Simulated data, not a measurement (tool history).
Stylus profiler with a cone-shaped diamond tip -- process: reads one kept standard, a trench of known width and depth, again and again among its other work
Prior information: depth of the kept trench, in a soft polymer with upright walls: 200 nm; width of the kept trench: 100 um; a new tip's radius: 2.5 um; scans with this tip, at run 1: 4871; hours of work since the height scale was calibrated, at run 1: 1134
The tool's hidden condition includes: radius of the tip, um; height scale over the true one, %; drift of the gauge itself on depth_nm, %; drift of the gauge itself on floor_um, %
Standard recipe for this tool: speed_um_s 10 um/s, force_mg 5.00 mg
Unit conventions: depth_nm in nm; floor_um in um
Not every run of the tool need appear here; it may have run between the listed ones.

run    hour  speed_um_s  force_mg  scans with this tip  hours of work since the height scale was calibrated  depth_nm  floor_um
  1     0.0          10      5.00                 4871                                                 1134    205.01     98.00
  2   107.5          10      5.00                 5148                                                 1198    204.93     98.02
  3   190.3          10      5.00                 5362                                                 1248    204.85     98.00
  4   243.0          21      5.00                 5498                                                 1279    204.98     98.01
  5   304.5          21      5.00                 5656                                                 1316    204.74     98.00
  6   402.1          21      5.00                 5908                                                 1375    204.88     98.02
  7   474.2          10      5.00                 6094                                                 1418    204.99     98.01
  8   527.3          10      5.00                 6231                                                 1450    204.86     98.02
  9   632.5          10      5.00                 6502                                                 1513    204.88     98.00
 10   684.7          10      5.00                 6637                                                 1545    204.85     98.02
 11   790.6           2      5.00                 6910                                                 1608    204.90     98.02
 12   873.8           2      5.00                 7124                                                 1658    204.98     98.04
 13   932.7           2      5.00                 7276                                                 1693    204.84     98.08
 14  1005.6           3      6.23                 7464                                                 1737    205.63     98.00
 15  1059.1           2      7.67                 7602                                                 1769    206.54     98.04
 16  1121.6          10      6.28                 7763                                                 1807    205.77     97.99

Estimate the outcome of run 17 from the log above:
 17  1196.1          14      3.91                 7955                                                 1851         ?         ?

{"run 17": {"depth_nm": 204.25, "floor_um": 97.99}}
Were there no unlogged condition in the tool, this run, its random variation unchanged, would have produced depth_nm 204.26 nm, floor_um 98.00 um.
